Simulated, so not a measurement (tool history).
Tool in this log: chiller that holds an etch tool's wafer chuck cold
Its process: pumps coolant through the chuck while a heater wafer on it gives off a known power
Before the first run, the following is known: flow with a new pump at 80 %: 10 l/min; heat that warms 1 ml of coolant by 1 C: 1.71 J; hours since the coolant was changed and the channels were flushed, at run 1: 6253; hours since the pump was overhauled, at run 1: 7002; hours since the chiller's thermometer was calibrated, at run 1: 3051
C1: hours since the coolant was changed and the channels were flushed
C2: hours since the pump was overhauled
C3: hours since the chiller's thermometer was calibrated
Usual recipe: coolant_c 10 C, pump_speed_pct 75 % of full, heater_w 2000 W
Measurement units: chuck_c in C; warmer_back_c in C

run 1 hour=0.0 | coolant_c=10 pump_speed_pct=75 heater_w=2000 | C1=6253 C2=7002 C3=3051 | chuck_c=32.9 warmer_back_c=8.12
run 2 hour=190.0 | coolant_c=10 pump_speed_pct=75 heater_w=1273 | C1=6442 C2=7192 C3=3241 | chuck_c=24.5 warmer_back_c=5.11
run 3 hour=362.0 | coolant_c=10 pump_speed_pct=75 heater_w=1445 | C1=6615 C2=7364 C3=3413 | chuck_c=26.6 warmer_back_c=5.87
run 4 hour=450.3 | coolant_c=10 pump_speed_pct=75 heater_w=1445 | C1=6703 C2=7452 C3=3501 | chuck_c=26.8 warmer_back_c=5.82
run 5 hour=595.4 | coolant_c=10 pump_speed_pct=75 heater_w=2219 | C1=6848 C2=7597 C3=3646 | chuck_c=35.8 warmer_back_c=9.03
run 6 hour=684.5 | coolant_c=10 pump_speed_pct=75 heater_w=2660 | C1=6937 C2=7686 C3=3735 | chuck_c=41.0 warmer_back_c=10.80
run 7 hour=870.1 | coolant_c=10 pump_speed_pct=75 heater_w=2660 | C1=7123 C2=7872 C3=3921 | chuck_c=41.0 warmer_back_c=10.75
-- hour=934.5 chiller's thermometer calibrated
run 8 hour=1039.0 | coolant_c=10 pump_speed_pct=75 heater_w=2660 | C1=7291 C2=8040 C3=105 | chuck_c=41.4 warmer_back_c=10.81
run 9 hour=1140.2 | coolant_c=0 pump_speed_pct=94 heater_w=2660 | C1=7392 C2=8141 C3=206 | chuck_c=27.3 warmer_back_c=8.45
run 10 hour=1254.0 | coolant_c=4 pump_speed_pct=79 heater_w=2930 | C1=7506 C2=8255 C3=320 | chuck_c=37.7 warmer_back_c=11.37
-- hour=1383.4 coolant pump overhauled
run 11 hour=1383.4 | coolant_c=17 pump_speed_pct=79 heater_w=1442 | C1=7630 C2=0 C3=444 | chuck_c=33.0 warmer_back_c=5.15
run 12 hour=1565.7 | coolant_c=10 pump_speed_pct=75 heater_w=2558 | C1=7812 C2=182 C3=626 | chuck_c=39.3 warmer_back_c=9.77
run 13 hour=1733.4 | coolant_c=10 pump_speed_pct=75 heater_w=2558 | C1=7980 C2=350 C3=794 | chuck_c=39.4 warmer_back_c=9.68
run 14 hour=1817.1 | coolant_c=10 pump_speed_pct=75 heater_w=2558 | C1=8064 C2=434 C3=878 | chuck_c=39.5 warmer_back_c=9.82
run 15 hour=2003.2 | coolant_c=11 pump_speed_pct=73 heater_w=2784 | C1=8250 C2=620 C3=1064 | chuck_c=43.7 warmer_back_c=10.95

Below are 3 alternative next runs, each starting from the tool's condition after run 15. Predict each:
run A hour=2080.7 | coolant_c=10 pump_speed_pct=73 heater_w=2146 | C1=8327 C2=697 C3=1141 | chuck_c=? warmer_back_c=?
run B hour=2080.7 | coolant_c=8 pump_speed_pct=73 heater_w=2784 | C1=8327 C2=697 C3=1141 | chuck_c=? warmer_back_c=?
run C hour=2080.7 | coolant_c=4 pump_speed_pct=81 heater_w=2375 | C1=8327 C2=697 C3=1141 | chuck_c=? warmer_back_c=?

run=A chuck_c=35.4 warmer_back_c=8.41
run=B chuck_c=41.0 warmer_back_c=10.97
run=C chuck_c=30.3 warmer_back_c=8.29
Without the tool's unlogged condition, the same runs would have read:
run=A chuck_c=31.2 warmer_back_c=8.30
run=B chuck_c=35.5 warmer_back_c=10.83
run=C chuck_c=25.9 warmer_back_c=8.17

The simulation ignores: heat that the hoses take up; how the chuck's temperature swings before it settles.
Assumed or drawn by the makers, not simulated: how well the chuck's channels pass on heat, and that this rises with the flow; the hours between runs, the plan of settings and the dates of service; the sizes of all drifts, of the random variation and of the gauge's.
